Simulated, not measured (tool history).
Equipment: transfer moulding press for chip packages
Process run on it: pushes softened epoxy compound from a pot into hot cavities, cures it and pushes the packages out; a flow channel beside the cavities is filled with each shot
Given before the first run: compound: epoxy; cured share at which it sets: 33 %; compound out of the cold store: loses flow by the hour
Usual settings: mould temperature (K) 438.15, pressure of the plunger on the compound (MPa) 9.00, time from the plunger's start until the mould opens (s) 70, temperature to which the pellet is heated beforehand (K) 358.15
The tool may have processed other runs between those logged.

run   hour  mould temperature (K)  pressure of the plunger on the compound (MPa)  time from the plunger's start until the mould opens (s)  temperature to which the pellet is heated beforehand (K)  incoming compound's hours out of the cold store  length that the compound runs in the flow channel (mm)  greatest force on the pins that push the packages out (N)
  1    0.0                 438.15                                           9.00                                                       70                                                    358.15                                             24.8                                                     839                                                        695
  2    6.1                 438.15                                           9.00                                                       70                                                    358.15                                             30.6                                                     833                                                        751
  3   12.6                 438.15                                           9.00                                                       70                                                    365.15                                             23.6                                                     848                                                        826
  4   22.1                 438.15                                           9.00                                                       70                                                    365.15                                             27.6                                                     834                                                        899
  5   27.4                 436.15                                           9.00                                                       70                                                    365.15                                             12.0                                                     871                                                       1026
  6   32.5                 436.15                                           9.00                                                       70                                                    365.15                                             47.6                                                     793                                                       1058
  7   38.9                 436.15                                           9.00                                                       70                                                    365.15                                             22.9                                                     849                                                       1082
      48.6  -- cavities cleaned with cleaning compound and waxed
  8   48.9                 436.15                                           9.00                                                       70                                                    365.15                                             43.8                                                     795                                                        484
  9   58.7                 436.15                                           9.00                                                       70                                                    365.15                                             19.9                                                     847                                                        723
 10   66.6                 436.15                                           9.00                                                       70                                                    365.15                                             43.6                                                     797                                                        843
 11   71.7                 436.15                                           9.00                                                       70                                                    365.15                                             33.8                                                     808                                                        854
 12   80.9                 436.15                                           9.00                                                       70                                                    365.15                                             28.5                                                     815                                                        992
 13   86.2                 438.15                                           9.00                                                       70                                                    358.15                                             15.2                                                     843                                                        941
 14   95.0                 438.15                                           9.00                                                       70                                                    358.15                                             36.9                                                     801                                                        966
 15  101.7                 437.15                                           9.00                                                       70                                                    358.15                                             37.5                                                     802                                                       1047
     106.8  -- cavities cleaned with cleaning compound and waxed
 16  108.8                 437.15                                           8.37                                                       88                                                    365.15                                             12.1                                                     809                                                        425
     114.0  -- plunger's sealing rings changed
 17  121.2                 437.15                                           8.37                                                       88                                                    365.15                                             15.4                                                     864                                                        543
 18  128.6                 437.15                                           8.37                                                       88                                                    365.15                                             25.5                                                     843                                                        612
 19  135.2                 433.15                                           9.00                                                       61                                                    358.15                                             26.9                                                     874                                                       1648
 20  141.1                 434.15                                           7.94                                                       61                                                    358.15                                             22.7                                                     833                                                       1591
 21  145.7                 440.15                                           9.30                                                       61                                                    358.15                                              9.0                                                     916                                                       1119
 22  151.2                 438.15                                           9.30                                                       59                                                    361.15                                             11.2                                                     907                                                       1457
 23  157.0                 441.15                                           8.33                                                       96                                                    359.15                                             30.3                                                     815                                                        734
     167.4  -- cavities cleaned with cleaning compound and waxed
 24  168.1                 441.15                                           8.33                                                       96                                                    359.15                                             40.4                                                     802                                                        396
 25  173.5                 432.15                                           7.22                                                       62                                                    358.15                                             20.8                                                     801                                                       1131
 26  179.7                 441.15                                           7.25                                                       62                                                    349.15                                             23.9                                                     770                                                        814
 27  185.5                 435.15                                           8.75                                                       86                                                    349.15                                             33.4                                                     841                                                        662
 28  191.6                 438.15                                           8.32                                                       99                                                    358.15                                             30.2                                                     816                                                        664

For some of the steps in length that the compound runs in the flow channel (mm) from one run to the next: how much would appear even if the tool had no hidden state, given the settings, what came in and random variation, and how much remains for the hidden state plus any gauge scatter that the measured result and the result without hidden state don't share?
Hidden state at play: true mould temperature over the reading, C; pressure that reaches the compound, % of what is set; grip of the stained cavities, % over clean ones'; drift of the gauge itself on flow_mm, %; drift of the gauge itself on push_out_n, %.
Run 8 -> 9: settings left as they were, no log entry in between. length that the compound runs in the flow channel (mm) +52: hidden state -6, all else +58.
Run 16 -> 17: plunger's sealing rings changed. length that the compound runs in the flow channel (mm) +55: hidden state +62, all else -7.
Run 20 -> 21: mould temperature (K) 434.15 -> 440.15, pressure of the plunger on the compound (MPa) 7.94 -> 9.30. length that the compound runs in the flow channel (mm) +83: hidden state -1, all else +84.
Run 22 -> 23: mould temperature (K) 438.15 -> 441.15, pressure of the plunger on the compound (MPa) 9.30 -> 8.33, time from the plunger's start until the mould opens (s) 59 -> 96, temperature to which the pellet is heated beforehand (K) 361.15 -> 359.15. length that the compound runs in the flow channel (mm) -92: hidden state +0, all else -92.
